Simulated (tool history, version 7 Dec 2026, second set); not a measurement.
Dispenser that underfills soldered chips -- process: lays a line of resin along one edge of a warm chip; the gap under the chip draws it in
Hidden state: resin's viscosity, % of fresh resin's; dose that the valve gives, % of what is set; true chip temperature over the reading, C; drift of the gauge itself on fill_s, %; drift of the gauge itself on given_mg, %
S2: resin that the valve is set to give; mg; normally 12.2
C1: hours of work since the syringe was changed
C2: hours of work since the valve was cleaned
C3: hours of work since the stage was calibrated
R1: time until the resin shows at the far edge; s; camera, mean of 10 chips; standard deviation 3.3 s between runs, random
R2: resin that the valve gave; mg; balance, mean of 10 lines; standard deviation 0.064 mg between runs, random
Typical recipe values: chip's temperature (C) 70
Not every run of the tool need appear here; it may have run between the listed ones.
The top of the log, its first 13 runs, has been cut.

run 14 hour=46.2 | chip's_temperature_(C)=70 S2=11.9 | C1=9 C2=119 C3=67 | R1=696.8 R2=10.60
-- hour=49.8 new syringe of resin
run 15 hour=49.9 | chip's_temperature_(C)=70 S2=11.9 | C1=0 C2=121 C3=70 | R1=349.6 R2=10.64
run 16 hour=54.9 | chip's_temperature_(C)=70 S2=12.2 | C1=3 C2=124 C3=73 | R1=442.0 R2=10.84
run 17 hour=58.4 | chip's_temperature_(C)=70 S2=12.2 | C1=5 C2=126 C3=75 | R1=520.4 R2=10.92
-- hour=59.8 dispensing valve cleaned and set on the balance
run 18 hour=64.4 | chip's_temperature_(C)=70 S2=12.2 | C1=8 C2=3 C3=78 | R1=628.8 R2=12.07
run 19 hour=68.2 | chip's_temperature_(C)=70 S2=15.6 | C1=11 C2=5 C3=80 | R1=737.2 R2=15.62
-- hour=69.2 new syringe of resin
run 20 hour=73.3 | chip's_temperature_(C)=62 S2=11.6 | C1=3 C2=8 C3=83 | R1=620.2 R2=11.55
run 21 hour=78.0 | chip's_temperature_(C)=79 S2=10.9 | C1=5 C2=11 C3=86 | R1=328.8 R2=10.88
run 22 hour=81.4 | chip's_temperature_(C)=75 S2=15.8 | C1=8 C2=13 C3=88 | R1=444.7 R2=15.59
run 23 hour=86.0 | chip's_temperature_(C)=80 S2=12.1 | C1=10 C2=16 C3=91 | R1=451.1 R2=12.00
-- hour=87.8 new syringe of resin
run 24 hour=91.3 | chip's_temperature_(C)=79 S2=13.6 | C1=2 C2=19 C3=94 | R1=250.3 R2=13.47
run 25 hour=93.8 | chip's_temperature_(C)=79 S2=13.6 | C1=4 C2=21 C3=96 | R1=287.2 R2=13.24
run 26 hour=98.6 | chip's_temperature_(C)=79 S2=13.6 | C1=7 C2=24 C3=99 | R1=352.4 R2=13.40
run 27 hour=103.1 | chip's_temperature_(C)=65 S2=10.8 | C1=10 C2=27 C3=102 | R1=933.6 R2=10.51
-- hour=106.3 new syringe of resin
run 28 hour=106.9 | chip's_temperature_(C)=65 S2=10.8 | C1=0 C2=29 C3=104 | R1=472.8 R2=10.56
run 29 hour=109.8 | chip's_temperature_(C)=65 S2=13.7 | C1=2 C2=31 C3=106 | R1=510.3 R2=13.29
run 30 hour=112.6 | chip's_temperature_(C)=60 S2=13.7 | C1=4 C2=32 C3=107 | R1=763.6 R2=13.47
run 31 hour=117.3 | chip's_temperature_(C)=60 S2=13.7 | C1=7 C2=35 C3=110 | R1=947.6 R2=13.37
run 32 hour=121.0 | chip's_temperature_(C)=68 S2=12.7 | C1=9 C2=38 C3=113 | R1=746.6 R2=12.11
-- hour=125.1 new syringe of resin
run 33 hour=126.1 | chip's_temperature_(C)=68 S2=11.1 | C1=1 C2=41 C3=116 | R1=405.6 R2=10.65

Consider 4 possible next runs. They are alternatives, not a sequence: every one starts from the tool as it was left by run 33. What does each give?
run A hour=130.0 | chip's_temperature_(C)=70 S2=14.0 | C1=3 C2=43 C3=118 | R1=? R2=?
run B hour=130.0 | chip's_temperature_(C)=65 S2=12.9 | C1=3 C2=43 C3=118 | R1=? R2=?
run C hour=130.0 | chip's_temperature_(C)=81 S2=15.3 | C1=3 C2=43 C3=118 | R1=? R2=?
run D hour=130.0 | chip's_temperature_(C)=60 S2=12.2 | C1=3 C2=43 C3=118 | R1=? R2=?

run=A R1=419.6 R2=13.42
run=B R1=548.0 R2=12.34
run=C R1=238.7 R2=14.75
run=D R1=721.7 R2=11.69
Take away the tool's hidden state, keep each run's random variation, and the runs would have read:
run=A R1=319.1 R2=13.95
run=B R1=415.5 R2=12.83
run=C R1=182.3 R2=15.33
run=D R1=545.6 R2=12.15
